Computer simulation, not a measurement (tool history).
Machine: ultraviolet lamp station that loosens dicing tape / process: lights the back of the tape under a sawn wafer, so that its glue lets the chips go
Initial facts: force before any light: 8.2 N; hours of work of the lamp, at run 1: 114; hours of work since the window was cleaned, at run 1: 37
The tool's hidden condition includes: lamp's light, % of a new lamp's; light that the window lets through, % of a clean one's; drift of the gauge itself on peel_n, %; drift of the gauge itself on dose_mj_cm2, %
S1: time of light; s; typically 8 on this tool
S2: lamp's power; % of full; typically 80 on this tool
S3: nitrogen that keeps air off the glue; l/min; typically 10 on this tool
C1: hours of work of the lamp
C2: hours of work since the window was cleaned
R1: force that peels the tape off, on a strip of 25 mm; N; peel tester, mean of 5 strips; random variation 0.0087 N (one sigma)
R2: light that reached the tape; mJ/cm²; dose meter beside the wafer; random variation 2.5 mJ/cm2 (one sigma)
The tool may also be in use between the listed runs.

{"run": 1, "hour": 0.0, "S1": 8, "S2": 80, "S3": 10, "C1": 114, "C2": 37, "R1": 0.389, "R2": 299}
{"run": 2, "hour": 17.9, "S1": 8, "S2": 80, "S3": 15, "C1": 124, "C2": 47, "R1": 0.282, "R2": 299}
{"run": 3, "hour": 39.2, "S1": 8, "S2": 80, "S3": 15, "C1": 136, "C2": 59, "R1": 0.299, "R2": 293}
{"run": 4, "hour": 53.7, "S1": 8, "S2": 80, "S3": 15, "C1": 144, "C2": 68, "R1": 0.304, "R2": 297}
{"run": 5, "hour": 69.9, "S1": 8, "S2": 80, "S3": 15, "C1": 153, "C2": 77, "R1": 0.298, "R2": 291}
{"run": 6, "hour": 83.8, "S1": 8, "S2": 80, "S3": 10, "C1": 161, "C2": 85, "R1": 0.418, "R2": 293}
{"run": 7, "hour": 99.7, "S1": 8, "S2": 80, "S3": 10, "C1": 170, "C2": 93, "R1": 0.422, "R2": 284}
{"run": 8, "hour": 126.7, "S1": 13, "S2": 80, "S3": 10, "C1": 185, "C2": 109, "R1": 0.199, "R2": 462}
{"run": 9, "hour": 154.4, "S1": 7, "S2": 80, "S3": 10, "C1": 201, "C2": 124, "R1": 0.588, "R2": 250}
{"run": 10, "hour": 177.6, "S1": 8, "S2": 80, "S3": 10, "C1": 214, "C2": 137, "R1": 0.443, "R2": 283}
{"run": 11, "hour": 193.8, "S1": 8, "S2": 80, "S3": 10, "C1": 223, "C2": 147, "R1": 0.466, "R2": 286}
{"run": 12, "hour": 210.9, "S1": 8, "S2": 80, "S3": 10, "C1": 233, "C2": 156, "R1": 0.462, "R2": 281}
{"run": 13, "hour": 222.7, "S1": 8, "S2": 80, "S3": 10, "C1": 240, "C2": 163, "R1": 0.479, "R2": 277}
{"run": 14, "hour": 248.0, "S1": 8, "S2": 80, "S3": 10, "C1": 254, "C2": 177, "R1": 0.456, "R2": 281}
{"run": 15, "hour": 269.6, "S1": 8, "S2": 80, "S3": 10, "C1": 266, "C2": 190, "R1": 0.482, "R2": 272}
{"run": 16, "hour": 287.6, "S1": 8, "S2": 80, "S3": 4, "C1": 276, "C2": 200, "R1": 1.101, "R2": 269}
{"hour": 299.1, "done": "window cleaned of glue's vapour"}
{"run": 17, "hour": 305.0, "S1": 8, "S2": 80, "S3": 4, "C1": 286, "C2": 3, "R1": 1.022, "R2": 282}
{"run": 18, "hour": 324.2, "S1": 8, "S2": 82, "S3": 10, "C1": 297, "C2": 14, "R1": 0.397, "R2": 291}
{"run": 19, "hour": 335.4, "S1": 8, "S2": 82, "S3": 10, "C1": 303, "C2": 21, "R1": 0.41, "R2": 282}
{"run": 20, "hour": 351.3, "S1": 8, "S2": 82, "S3": 10, "C1": 312, "C2": 29, "R1": 0.408, "R2": 287}
{"run": 21, "hour": 363.8, "S1": 8, "S2": 82, "S3": 10, "C1": 319, "C2": 37, "R1": 0.434, "R2": 284}
{"run": 22, "hour": 385.2, "S1": 8, "S2": 82, "S3": 10, "C1": 331, "C2": 49, "R1": 0.431, "R2": 287}
{"run": 23, "hour": 403.3, "S1": 14, "S2": 97, "S3": 9, "C1": 342, "C2": 59, "R1": 0.185, "R2": 582}
{"run": 24, "hour": 417.0, "S1": 7, "S2": 66, "S3": 10, "C1": 349, "C2": 67, "R1": 0.948, "R2": 200}
{"run": 25, "hour": 433.1, "S1": 8, "S2": 68, "S3": 10, "C1": 358, "C2": 76, "R1": 0.683, "R2": 231}
{"run": 26, "hour": 454.6, "S1": 8, "S2": 65, "S3": 10, "C1": 371, "C2": 88, "R1": 0.742, "R2": 219}
{"run": 27, "hour": 475.5, "S1": 12, "S2": 74, "S3": 4, "C1": 382, "C2": 100, "R1": 0.565, "R2": 369}
{"run": 28, "hour": 493.1, "S1": 12, "S2": 65, "S3": 6, "C1": 392, "C2": 110, "R1": 0.513, "R2": 327}
{"run": 29, "hour": 515.6, "S1": 12, "S2": 65, "S3": 6, "C1": 405, "C2": 122, "R1": 0.521, "R2": 323}
{"run": 30, "hour": 538.5, "S1": 12, "S2": 65, "S3": 19, "C1": 418, "C2": 135, "R1": 0.221, "R2": 320}
{"run": 31, "hour": 566.0, "S1": 15, "S2": 84, "S3": 10, "C1": 433, "C2": 151, "R1": 0.186, "R2": 513}
{"run": 32, "hour": 579.2, "S1": 9, "S2": 80, "S3": 10, "C1": 441, "C2": 158, "R1": 0.417, "R2": 289}
{"run": 33, "hour": 591.0, "S1": 9, "S2": 91, "S3": 19, "C1": 448, "C2": 165, "R1": 0.209, "R2": 330}
{"run": 34, "hour": 607.7, "S1": 9, "S2": 91, "S3": 19, "C1": 457, "C2": 174, "R1": 0.229, "R2": 328}
{"run": 35, "hour": 625.7, "S1": 11, "S2": 91, "S3": 19, "C1": 467, "C2": 185, "R1": 0.189, "R2": 399}
{"run": 36, "hour": 653.1, "S1": 11, "S2": 91, "S3": 19, "C1": 483, "C2": 200, "R1": 0.174, "R2": 392}
{"hour": 664.6, "done": "window cleaned of glue's vapour"}
{"run": 37, "hour": 681.4, "S1": 7, "S2": 92, "S3": 3, "C1": 498, "C2": 9, "R1": 1.402, "R2": 264}
{"run": 38, "hour": 706.5, "S1": 5, "S2": 80, "S3": 11, "C1": 513, "C2": 24, "R1": 1.185, "R2": 166}
{"run": 39, "hour": 723.8, "S1": 10, "S2": 77, "S3": 5, "C1": 522, "C2": 33, "R1": 0.67, "R2": 310}
{"run": 40, "hour": 742.2, "S1": 10, "S2": 80, "S3": 10, "C1": 533, "C2": 44, "R1": 0.33, "R2": 320}
{"run": 41, "hour": 754.7, "S1": 10, "S2": 71, "S3": 5, "C1": 540, "C2": 51, "R1": 0.821, "R2": 287}
{"run": 42, "hour": 774.1, "S1": 11, "S2": 76, "S3": 5, "C1": 551, "C2": 62, "R1": 0.598, "R2": 330}

Run 43 comes next. What will it give?
{"run": 43, "hour": 793.9, "S1": 11, "S2": 76, "S3": 5, "C1": 562, "C2": 73, "R1": "?", "R2": "?"}

{"run 43": {"R1": 0.581, "R2": 329}}
Without the tool's hidden state the same run would have given R1 0.373 N, R2 406 mJ/cm².

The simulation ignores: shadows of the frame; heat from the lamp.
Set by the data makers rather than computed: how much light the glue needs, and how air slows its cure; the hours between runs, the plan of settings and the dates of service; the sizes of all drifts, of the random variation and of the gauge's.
